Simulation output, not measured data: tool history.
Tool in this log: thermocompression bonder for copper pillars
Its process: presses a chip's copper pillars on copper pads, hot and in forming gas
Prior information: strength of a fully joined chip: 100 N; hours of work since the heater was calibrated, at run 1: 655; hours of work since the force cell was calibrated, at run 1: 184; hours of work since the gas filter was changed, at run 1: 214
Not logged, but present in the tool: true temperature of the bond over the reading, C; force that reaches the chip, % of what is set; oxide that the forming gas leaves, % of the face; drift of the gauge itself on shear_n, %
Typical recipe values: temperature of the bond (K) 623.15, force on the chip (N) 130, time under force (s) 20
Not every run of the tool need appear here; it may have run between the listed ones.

run	day	temperature of the bond (K)	force on the chip (N)	time under force (s)	hours of work since the heater was calibrated	hours of work since the force cell was calibrated	hours of work since the gas filter was changed	force that shears a chip off (N)
1	0	623.15	130	20	655	184	214	37.5
2	0.546	623.15	130	20	663	192	222	37.6
3	1.146	623.15	130	20	673	202	232	37.5
4	2.154	623.15	130	20	688	217	247	37.2
5	2.633	623.15	130	20	696	225	255	37.3
6	3.654	623.15	130	20	712	241	271	37.3
7	4.267	623.15	130	20	721	250	280	37.3
# day 5.246: forming gas filter changed
8	5.267	623.15	130	20	736	265	0	38.6
9	6.033	623.15	130	20	748	277	12	38.6
10	6.742	623.15	130	20	759	288	23	38.6
11	7.362	623.15	90	20	769	298	33	30.7
12	8.167	623.15	90	20	781	310	45	30.7
13	9.096	623.15	110	20	796	325	60	34.6
14	10.179	623.15	110	20	813	342	77	34.6
15	10.954	623.15	110	59	825	354	89	51.7
16	11.979	623.15	110	59	841	370	105	51.4
17	12.942	623.15	110	59	856	385	120	51.4
18	13.392	623.15	130	45	863	392	127	51.5
19	14.488	601.15	130	24	880	409	144	32.6
# day 14.654: heater calibrated with a thermocouple chip
20	15.612	601.15	130	24	15	425	160	33.6
21	16.417	623.15	147	32	27	438	173	49.4
22	17.479	623.15	147	32	44	454	189	49.6
23	18.458	623.15	147	32	59	469	204	49.7
24	19.383	623.15	101	20	74	484	219	33
# day 19.858: heater calibrated with a thermocouple chip, once more
25	20.15	623.15	140	10	4	494	229	28.5
26	21.258	653.15	147	10	22	512	247	39.5
27	21.975	618.15	189	10	33	523	258	32.2
28	22.438	610.15	189	10	40	530	265	29.9

Describe how what the log doesn't record of the tool's condition differs between the last listed run preceding each entry between runs and the first listed run following it.
Run 7 -> run 8: forming gas filter changed (day 5.246)
  true temperature of the bond over the reading, C: 4.1 -> 4.2; oxide that the forming gas leaves, % of the face: 4.27 -> 0.56
  measured less the result without the state, force that shears a chip off (N): -0.3 -> +1.2
Run 19 -> run 20: heater calibrated with a thermocouple chip (day 14.654)
  true temperature of the bond over the reading, C: 5.2 -> 7.5; oxide that the forming gas leaves, % of the face: 2.27 -> 2.47
  measured less the result without the state, force that shears a chip off (N): +0.8 -> +1.6
Run 24 -> run 25: heater calibrated with a thermocouple chip, once more (day 19.858)
  true temperature of the bond over the reading, C: 7.9 -> -0.1; oxide that the forming gas leaves, % of the face: 3.17 -> 3.29
  measured less the result without the state, force that shears a chip off (N): +1.3 -> -1.3

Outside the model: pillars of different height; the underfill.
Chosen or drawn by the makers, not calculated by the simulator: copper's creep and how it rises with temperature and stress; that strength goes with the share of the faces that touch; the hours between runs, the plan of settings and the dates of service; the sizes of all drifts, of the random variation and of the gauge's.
